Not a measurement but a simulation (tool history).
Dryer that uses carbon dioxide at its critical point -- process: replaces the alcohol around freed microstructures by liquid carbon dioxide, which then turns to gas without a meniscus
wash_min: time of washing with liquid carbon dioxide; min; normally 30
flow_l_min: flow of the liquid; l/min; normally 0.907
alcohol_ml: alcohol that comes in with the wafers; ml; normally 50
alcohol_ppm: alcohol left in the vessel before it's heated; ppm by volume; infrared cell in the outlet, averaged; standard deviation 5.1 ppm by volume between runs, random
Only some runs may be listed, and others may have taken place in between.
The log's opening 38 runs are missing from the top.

run 39 hour=281.8 | wash_min=32 flow_l_min=0.552 alcohol_ml=76 | alcohol_ppm=924
run 40 hour=290.7 | wash_min=47 flow_l_min=0.572 alcohol_ml=76 | alcohol_ppm=252
run 41 hour=298.0 | wash_min=31 flow_l_min=1.085 alcohol_ml=68 | alcohol_ppm=125
run 42 hour=306.3 | wash_min=31 flow_l_min=1.085 alcohol_ml=68 | alcohol_ppm=123
run 43 hour=311.0 | wash_min=32 flow_l_min=1.037 alcohol_ml=30 | alcohol_ppm=109
run 44 hour=315.5 | wash_min=21 flow_l_min=1.172 alcohol_ml=42 | alcohol_ppm=208
run 45 hour=323.0 | wash_min=21 flow_l_min=1.172 alcohol_ml=42 | alcohol_ppm=203
run 46 hour=329.5 | wash_min=23 flow_l_min=1.185 alcohol_ml=97 | alcohol_ppm=261
run 47 hour=336.0 | wash_min=30 flow_l_min=0.907 alcohol_ml=41 | alcohol_ppm=168

4 ways to go on from here, each from the tool as it stands after run 47. What would each give?
run A hour=342.7 | wash_min=31 flow_l_min=1.143 alcohol_ml=39 | alcohol_ppm=?
run B hour=342.7 | wash_min=30 flow_l_min=1.532 alcohol_ml=50 | alcohol_ppm=?
run C hour=342.7 | wash_min=39 flow_l_min=1.489 alcohol_ml=30 | alcohol_ppm=?
run D hour=342.7 | wash_min=18 flow_l_min=0.737 alcohol_ml=21 | alcohol_ppm=?

run=A alcohol_ppm=111
run=B alcohol_ppm=97
run=C alcohol_ppm=102
run=D alcohol_ppm=597
The same runs, with their run-to-run variation unchanged, on a tool lacking any hidden condition would have given:
run=A alcohol_ppm=20
run=B alcohol_ppm=7
run=C alcohol_ppm=15
run=D alcohol_ppm=453
